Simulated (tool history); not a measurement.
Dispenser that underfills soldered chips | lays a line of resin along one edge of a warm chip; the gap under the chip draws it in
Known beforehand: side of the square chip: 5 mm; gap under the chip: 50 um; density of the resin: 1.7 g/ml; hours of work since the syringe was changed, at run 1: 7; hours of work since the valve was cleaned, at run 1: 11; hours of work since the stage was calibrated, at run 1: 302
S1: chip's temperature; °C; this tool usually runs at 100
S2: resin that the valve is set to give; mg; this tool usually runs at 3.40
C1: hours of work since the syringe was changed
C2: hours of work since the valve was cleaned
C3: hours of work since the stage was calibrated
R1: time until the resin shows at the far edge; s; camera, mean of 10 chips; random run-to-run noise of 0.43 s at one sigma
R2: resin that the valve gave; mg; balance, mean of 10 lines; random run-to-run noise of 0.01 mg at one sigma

Run 1, day 0.000: usual settings; C1 7; C2 11; C3 302. Result: R1 41.1 s, R2 3.41 mg.
At day 0.162: new syringe of resin.
Run 2, day 0.446: usual settings; C1 5; C2 19; C3 309. Result: R1 39.7 s, R2 3.39 mg.
Run 3, day 0.671: usual settings; C1 9; C2 22; C3 313. Result: R1 44.5 s, R2 3.38 mg.
At day 0.717: new syringe of resin.
Run 4, day 0.862: usual settings; C1 3; C2 26; C3 316. Result: R1 35.6 s, R2 3.37 mg.
Run 5, day 1.179: usual settings but S1 93 °C; C1 8; C2 31; C3 321. Result: R1 60.0 s, R2 3.36 mg.
At day 1.271: new syringe of resin.
Run 6, day 1.562: usual settings but S1 93 °C; C1 5; C2 37; C3 328. Result: R1 53.4 s, R2 3.37 mg.
At day 1.829: new syringe of resin.
Run 7, day 1.946: usual settings but S1 99 °C; C1 2; C2 44; C3 334. Result: R1 37.2 s, R2 3.37 mg.
At day 2.379: new syringe of resin.
Run 8, day 2.392: usual settings but S1 99 °C; C1 0; C2 51; C3 341. Result: R1 35.8 s, R2 3.35 mg.
Run 9, day 2.604: usual settings but S2 2.94 mg; C1 4; C2 55; C3 345. Result: R1 39.8 s, R2 2.89 mg.
At day 2.925: new syringe of resin.
Run 10, day 2.938: usual settings but S2 2.94 mg; C1 0; C2 60; C3 351. Result: R1 34.8 s, R2 2.86 mg.
At day 3.017: dispensing valve cleaned and set on the balance.
Run 11, day 3.404: usual settings but S2 2.94 mg; C1 8; C2 7; C3 358. Result: R1 44.3 s, R2 2.92 mg.
At day 3.517: new syringe of resin.
Run 12, day 3.658: usual settings but S2 2.94 mg; C1 2; C2 11; C3 362. Result: R1 37.3 s, R2 2.93 mg.
Run 13, day 4.025: usual settings; C1 9; C2 17; C3 368. Result: R1 44.6 s, R2 3.37 mg.
At day 4.062: new syringe of resin.
Run 14, day 4.342: usual settings; C1 5; C2 22; C3 373. Result: R1 39.8 s, R2 3.37 mg.
At day 4.625: new syringe of resin.
At day 4.783: stage's temperature calibrated.
Run 15, day 4.792: usual settings but S2 3.44 mg; C1 2; C2 29; C3 0. Result: R1 32.2 s, R2 3.41 mg.
Run 16, day 5.092: usual settings but S1 96 °C; C1 7; C2 34; C3 5. Result: R1 47.3 s, R2 3.36 mg.
At day 5.225: new syringe of resin.
Run 17, day 5.296: usual settings but S1 96 °C; C1 1; C2 37; C3 9. Result: R1 38.6 s, R2 3.33 mg.
Run 18, day 5.546: usual settings but S1 89 °C, S2 3.76 mg; C1 6; C2 42; C3 13. Result: R1 58.4 s, R2 3.71 mg.
At day 5.792: new syringe of resin.
Run 19, day 5.917: usual settings but S2 4.03 mg; C1 2; C2 48; C3 19. Result: R1 32.3 s, R2 3.94 mg.
Run 20, day 6.171: usual settings but S1 106 °C, S2 2.94 mg; C1 6; C2 52; C3 23. Result: R1 31.5 s, R2 2.86 mg.
At day 6.346: new syringe of resin.
Run 21, day 6.467: usual settings but S1 92 °C, S2 3.36 mg; C1 2; C2 57; C3 28. Result: R1 46.8 s, R2 3.29 mg.
At day 6.721: dispensing valve cleaned and set on the balance.
Run 22, day 6.733: usual settings but S1 92 °C, S2 3.78 mg; C1 6; C2 0; C3 32. Result: R1 52.5 s, R2 3.78 mg.
Run 23, day 6.912: usual settings but S1 93 °C, S2 3.64 mg; C1 9; C2 3; C3 35. Result: R1 55.3 s, R2 3.62 mg.
At day 6.954: new syringe of resin.
Run 24, day 7.250: usual settings but S1 93 °C, S2 3.00 mg; C1 5; C2 9; C3 41. Result: R1 50.0 s, R2 2.99 mg.
At day 7.512: new syringe of resin.
Run 25, day 7.512: usual settings but S2 2.90 mg; C1 0; C2 13; C3 45. Result: R1 32.9 s, R2 2.89 mg.

Below are 3 alternative next runs, each starting from the tool's condition after run 25. Predict each:
Run A, day 7.788: usual settings but S2 3.37 mg; C1 5; C2 18; C3 50. Result: R1 ?, R2 ?.
Run B, day 7.788: usual settings but S1 92 °C, S2 3.88 mg; C1 5; C2 18; C3 50. Result: R1 ?, R2 ?.
Run C, day 7.788: usual settings but S1 93 °C, S2 2.90 mg; C1 5; C2 18; C3 50. Result: R1 ?, R2 ?.

run    R1    R2
  A  36.1  3.35
  B  52.6  3.86
  C  51.4  2.86
With no hidden state in the tool, these same runs would have given:
run    R1    R2
  A  30.1  3.37
  B  43.9  3.89
  C  42.8  2.88
